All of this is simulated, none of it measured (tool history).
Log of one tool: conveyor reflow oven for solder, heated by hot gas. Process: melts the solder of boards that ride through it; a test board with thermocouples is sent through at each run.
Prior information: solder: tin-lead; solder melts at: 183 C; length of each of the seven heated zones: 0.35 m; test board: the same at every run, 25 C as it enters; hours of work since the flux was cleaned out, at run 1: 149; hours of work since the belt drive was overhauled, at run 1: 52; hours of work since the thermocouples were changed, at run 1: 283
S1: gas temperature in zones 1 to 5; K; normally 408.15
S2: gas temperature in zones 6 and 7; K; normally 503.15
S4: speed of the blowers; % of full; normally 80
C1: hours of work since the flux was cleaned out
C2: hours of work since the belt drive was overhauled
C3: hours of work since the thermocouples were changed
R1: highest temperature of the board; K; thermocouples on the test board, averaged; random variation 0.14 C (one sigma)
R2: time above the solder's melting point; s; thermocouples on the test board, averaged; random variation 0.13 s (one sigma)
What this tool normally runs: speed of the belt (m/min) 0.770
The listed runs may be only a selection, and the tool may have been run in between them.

run 1 day=0.000 | S1=408.15 S2=503.15 speed_of_the_belt_(m/min)=0.770 S4=80 | C1=149 C2=52 C3=283 | R1=484.15 R2=35.6
run 2 day=1.183 | S1=408.15 S2=503.15 speed_of_the_belt_(m/min)=0.770 S4=80 | C1=172 C2=74 C3=306 | R1=484.15 R2=35.6
run 3 day=3.171 | S1=408.15 S2=503.15 speed_of_the_belt_(m/min)=0.770 S4=80 | C1=209 C2=111 C3=343 | R1=483.85 R2=35.4
run 4 day=5.108 | S1=408.15 S2=503.15 speed_of_the_belt_(m/min)=0.769 S4=80 | C1=246 C2=148 C3=380 | R1=483.65 R2=35.2
run 5 day=7.217 | S1=408.15 S2=503.15 speed_of_the_belt_(m/min)=0.770 S4=80 | C1=286 C2=188 C3=420 | R1=483.55 R2=35.1
-- day=8.404 flux residue cleaned out of gas plates and filters
run 6 day=8.658 | S1=408.15 S2=503.15 speed_of_the_belt_(m/min)=0.770 S4=80 | C1=5 C2=211 C3=443 | R1=486.15 R2=37.5
run 7 day=10.325 | S1=408.15 S2=503.15 speed_of_the_belt_(m/min)=0.770 S4=80 | C1=36 C2=243 C3=474 | R1=485.85 R2=37.3
run 8 day=11.567 | S1=408.15 S2=503.15 speed_of_the_belt_(m/min)=0.770 S4=80 | C1=60 C2=266 C3=498 | R1=485.75 R2=37.4
run 9 day=13.075 | S1=408.15 S2=503.15 speed_of_the_belt_(m/min)=0.770 S4=56 | C1=88 C2=295 C3=526 | R1=480.85 R2=32.6
run 10 day=15.067 | S1=408.15 S2=503.15 speed_of_the_belt_(m/min)=0.770 S4=56 | C1=126 C2=332 C3=564 | R1=480.55 R2=32.5
run 11 day=16.267 | S1=408.15 S2=503.15 speed_of_the_belt_(m/min)=0.770 S4=56 | C1=149 C2=355 C3=587 | R1=480.55 R2=32.6
run 12 day=17.783 | S1=408.15 S2=503.15 speed_of_the_belt_(m/min)=0.770 S4=80 | C1=177 C2=383 C3=615 | R1=485.45 R2=36.8
run 13 day=19.904 | S1=408.15 S2=503.15 speed_of_the_belt_(m/min)=0.770 S4=80 | C1=217 C2=424 C3=655 | R1=485.25 R2=37.0
run 14 day=21.854 | S1=408.15 S2=503.15 speed_of_the_belt_(m/min)=0.770 S4=80 | C1=254 C2=460 C3=692 | R1=485.25 R2=36.7
run 15 day=23.704 | S1=408.15 S2=503.15 speed_of_the_belt_(m/min)=0.770 S4=80 | C1=289 C2=495 C3=727 | R1=484.95 R2=36.8
-- day=24.721 flux residue cleaned out of gas plates and filters
run 16 day=24.917 | S1=408.15 S2=503.15 speed_of_the_belt_(m/min)=0.770 S4=80 | C1=4 C2=514 C3=746 | R1=487.25 R2=38.3
run 17 day=26.604 | S1=393.15 S2=503.15 speed_of_the_belt_(m/min)=0.770 S4=80 | C1=36 C2=546 C3=778 | R1=484.25 R2=33.0
run 18 day=28.708 | S1=402.15 S2=503.15 speed_of_the_belt_(m/min)=0.770 S4=80 | C1=75 C2=586 C3=818 | R1=485.75 R2=36.1
run 19 day=30.612 | S1=402.15 S2=510.15 speed_of_the_belt_(m/min)=0.770 S4=80 | C1=111 C2=622 C3=854 | R1=491.85 R2=39.5
run 20 day=32.371 | S1=398.15 S2=511.15 speed_of_the_belt_(m/min)=0.716 S4=79 | C1=144 C2=655 C3=887 | R1=494.25 R2=43.4
run 21 day=33.308 | S1=421.15 S2=494.15 speed_of_the_belt_(m/min)=0.628 S4=79 | C1=162 C2=673 C3=905 | R1=487.05 R2=53.1
-- day=35.079 belt drive overhauled, speed set with a stopwatch
run 22 day=35.079 | S1=408.15 S2=493.15 speed_of_the_belt_(m/min)=0.745 S4=80 | C1=193 C2=0 C3=935 | R1=478.75 R2=32.9
run 23 day=36.896 | S1=408.15 S2=508.15 speed_of_the_belt_(m/min)=0.770 S4=81 | C1=227 C2=34 C3=969 | R1=490.15 R2=39.3
run 24 day=38.283 | S1=408.15 S2=508.15 speed_of_the_belt_(m/min)=0.770 S4=85 | C1=253 C2=60 C3=995 | R1=490.45 R2=39.9
run 25 day=39.629 | S1=420.15 S2=515.15 speed_of_the_belt_(m/min)=0.667 S4=62 | C1=278 C2=86 C3=1021 | R1=499.85 R2=55.1
run 26 day=40.879 | S1=401.15 S2=510.15 speed_of_the_belt_(m/min)=0.696 S4=80 | C1=302 C2=110 C3=1044 | R1=493.55 R2=44.1
-- day=41.221 flux residue cleaned out of gas plates and filters
run 27 day=42.371 | S1=401.15 S2=510.15 speed_of_the_belt_(m/min)=0.696 S4=80 | C1=22 C2=134 C3=1069 | R1=496.15 R2=45.8
run 28 day=44.067 | S1=408.15 S2=514.15 speed_of_the_belt_(m/min)=0.683 S4=80 | C1=54 C2=166 C3=1101 | R1=501.35 R2=51.3
run 29 day=45.758 | S1=403.15 S2=512.15 speed_of_the_belt_(m/min)=0.863 S4=75 | C1=86 C2=198 C3=1133 | R1=487.95 R2=32.4
run 30 day=47.312 | S1=399.15 S2=503.15 speed_of_the_belt_(m/min)=0.825 S4=80 | C1=115 C2=227 C3=1162 | R1=482.85 R2=30.2

Branching from run 30: 5 alternative next runs. What would each branch give?
run A day=48.417 | S1=408.15 S2=494.15 speed_of_the_belt_(m/min)=0.873 S4=80 | C1=136 C2=248 C3=1183 | R1=? R2=?
run B day=48.417 | S1=418.15 S2=506.15 speed_of_the_belt_(m/min)=0.889 S4=80 | C1=136 C2=248 C3=1183 | R1=? R2=?
run C day=48.417 | S1=408.15 S2=506.15 speed_of_the_belt_(m/min)=0.770 S4=80 | C1=136 C2=248 C3=1183 | R1=? R2=?
run D day=48.417 | S1=399.15 S2=503.15 speed_of_the_belt_(m/min)=0.825 S4=75 | C1=136 C2=248 C3=1183 | R1=? R2=?
run E day=48.417 | S1=399.15 S2=503.15 speed_of_the_belt_(m/min)=0.825 S4=79 | C1=136 C2=248 C3=1183 | R1=? R2=?

run=A R1=475.55 R2=24.9
run=B R1=486.65 R2=34.2
run=C R1=489.85 R2=39.3
run=D R1=481.45 R2=29.4
run=E R1=482.65 R2=30.0
Without the tool's unlogged condition, the same runs would have read:
run=A R1=472.55 R2=22.3
run=B R1=483.65 R2=32.4
run=C R1=486.55 R2=37.2
run=D R1=478.35 R2=27.1
run=E R1=479.65 R2=27.8
